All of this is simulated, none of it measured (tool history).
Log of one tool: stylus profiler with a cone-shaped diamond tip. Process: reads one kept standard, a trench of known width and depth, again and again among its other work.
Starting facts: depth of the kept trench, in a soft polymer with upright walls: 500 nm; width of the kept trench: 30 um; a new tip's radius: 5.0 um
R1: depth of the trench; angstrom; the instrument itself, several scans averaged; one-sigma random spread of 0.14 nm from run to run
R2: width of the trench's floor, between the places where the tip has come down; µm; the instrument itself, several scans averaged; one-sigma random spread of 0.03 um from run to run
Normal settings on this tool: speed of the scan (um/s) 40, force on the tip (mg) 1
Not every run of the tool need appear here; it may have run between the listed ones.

{"run": 1, "hour": 0.0, "speed of the scan (um/s)": 40, "force on the tip (mg)": 1, "R1": 5041.9, "R2": 25.36}
{"run": 2, "hour": 21.6, "speed of the scan (um/s)": 40, "force on the tip (mg)": 1, "R1": 5038.5, "R2": 25.29}
{"run": 3, "hour": 35.2, "speed of the scan (um/s)": 40, "force on the tip (mg)": 0.44, "R1": 5023.3, "R2": 25.14}
{"run": 4, "hour": 55.6, "speed of the scan (um/s)": 40, "force on the tip (mg)": 0.44, "R1": 5022.2, "R2": 25.13}
{"run": 5, "hour": 71.4, "speed of the scan (um/s)": 40, "force on the tip (mg)": 0.44, "R1": 5019.8, "R2": 25.12}
{"run": 6, "hour": 93.6, "speed of the scan (um/s)": 40, "force on the tip (mg)": 0.44, "R1": 5023.4, "R2": 25.19}
{"run": 7, "hour": 106.7, "speed of the scan (um/s)": 40, "force on the tip (mg)": 1, "R1": 5039.5, "R2": 25.26}
{"run": 8, "hour": 125.7, "speed of the scan (um/s)": 40, "force on the tip (mg)": 0.44, "R1": 5024.6, "R2": 25.11}
{"run": 9, "hour": 145.3, "speed of the scan (um/s)": 40, "force on the tip (mg)": 0.44, "R1": 5023, "R2": 25.17}
{"run": 10, "hour": 165.1, "speed of the scan (um/s)": 40, "force on the tip (mg)": 0.44, "R1": 5022.5, "R2": 25.13}
{"run": 11, "hour": 185.5, "speed of the scan (um/s)": 121, "force on the tip (mg)": 1, "R1": 5040.5, "R2": 24.66}
{"run": 12, "hour": 199.8, "speed of the scan (um/s)": 121, "force on the tip (mg)": 1, "R1": 5041.2, "R2": 24.68}
{"run": 13, "hour": 216.5, "speed of the scan (um/s)": 65, "force on the tip (mg)": 0.42, "R1": 5023.4, "R2": 24.83}
{"run": 14, "hour": 226.1, "speed of the scan (um/s)": 92, "force on the tip (mg)": 1.83, "R1": 5060.3, "R2": 25.07}
{"run": 15, "hour": 247.0, "speed of the scan (um/s)": 92, "force on the tip (mg)": 1.83, "R1": 5060.8, "R2": 25.08}
{"run": 16, "hour": 268.9, "speed of the scan (um/s)": 92, "force on the tip (mg)": 1.83, "R1": 5062.6, "R2": 25.08}
{"run": 17, "hour": 291.3, "speed of the scan (um/s)": 14, "force on the tip (mg)": 0.65, "R1": 5030.6, "R2": 25.47}
{"run": 18, "hour": 310.8, "speed of the scan (um/s)": 43, "force on the tip (mg)": 0.93, "R1": 5035.7, "R2": 25.28}
{"run": 19, "hour": 332.5, "speed of the scan (um/s)": 10, "force on the tip (mg)": 1, "R1": 5039.7, "R2": 25.54}

What if the next run were any one of these 3? Each begins from the tool's condition after run 19:
{"hour": 342.3, "done": "new tip fitted, height scale calibrated"}
{"run": "A", "hour": 353.5, "speed of the scan (um/s)": 10, "force on the tip (mg)": 0.61, "R1": "?", "R2": "?"}
{"hour": 342.3, "done": "new tip fitted, height scale calibrated"}
{"run": "B", "hour": 353.5, "speed of the scan (um/s)": 15, "force on the tip (mg)": 0.84, "R1": "?", "R2": "?"}
{"hour": 342.3, "done": "new tip fitted, height scale calibrated"}
{"run": "C", "hour": 353.5, "speed of the scan (um/s)": 117, "force on the tip (mg)": 0.34, "R1": "?", "R2": "?"}

run=A R1=5030 R2=25.49
run=B R1=5035.8 R2=25.54
run=C R1=5019.8 R2=24.01
The same runs, with their run-to-run variation unchanged, on a tool lacking any hidden condition would have given:
run=A R1=5030 R2=25.49
run=B R1=5035.8 R2=25.54
run=C R1=5019.8 R2=24.01
